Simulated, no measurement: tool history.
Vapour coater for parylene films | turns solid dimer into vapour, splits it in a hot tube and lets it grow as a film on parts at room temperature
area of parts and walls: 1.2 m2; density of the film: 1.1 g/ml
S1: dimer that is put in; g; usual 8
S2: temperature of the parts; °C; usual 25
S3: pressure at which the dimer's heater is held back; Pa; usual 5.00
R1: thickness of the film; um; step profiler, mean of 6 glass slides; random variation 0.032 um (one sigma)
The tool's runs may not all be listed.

run	day	S1	S2	S3	R1
1	0.000	8	25	5.00	3.19
2	1.246	8	20	5.00	3.57
3	1.896	8	25	5.00	3.15
4	3.083	8	24	5.00	3.19
5	4.358	8	24	5.00	3.15
6	5.433	8	24	5.00	3.17
7	6.596	8	24	5.00	3.09
8	7.450	8	24	5.00	3.02
9	8.117	8	24	5.00	3.06
10	9.517	8	24	5.00	3.02
11	10.538	8	24	5.00	2.96
12	11.358	8	24	5.00	2.93
13	12.225	8	24	5.00	2.98
14	13.296	5	17	4.76	2.08
15	14.800	12	17	4.47	5.16
16	15.521	14	25	5.00	4.79
17	16.208	14	25	5.00	4.76
# day 16.708: trap's valve overhauled
18	17.154	4	31	5.00	1.39
19	17.833	4	31	5.00	1.37
20	19.342	8	24	6.35	3.12
21	20.488	8	24	6.35	3.10
22	21.329	11	26	5.00	4.04
23	22.458	7	26	2.72	2.74

Hidden state or all else? Some run-to-run changes of R1, split into what the settings, what came in and random variation would give without the hidden state, and what is left for the hidden state (with any gauge scatter that isn't in both results):
The hidden state here: vapour lost through the trap's worn valve, %; true temperature of the parts over the reading, C; drift of the gauge itself on film_um, %.
Run 14 -> 15: S1 5 -> 12, S3 4.76 -> 4.47. R1 +3.08 um: hidden state -0.51, all else +3.59.
Run 17 -> 18: S1 14 -> 4, S2 25 -> 31, trap's valve overhauled. R1 -3.37 um: hidden state +0.81, all else -4.18.

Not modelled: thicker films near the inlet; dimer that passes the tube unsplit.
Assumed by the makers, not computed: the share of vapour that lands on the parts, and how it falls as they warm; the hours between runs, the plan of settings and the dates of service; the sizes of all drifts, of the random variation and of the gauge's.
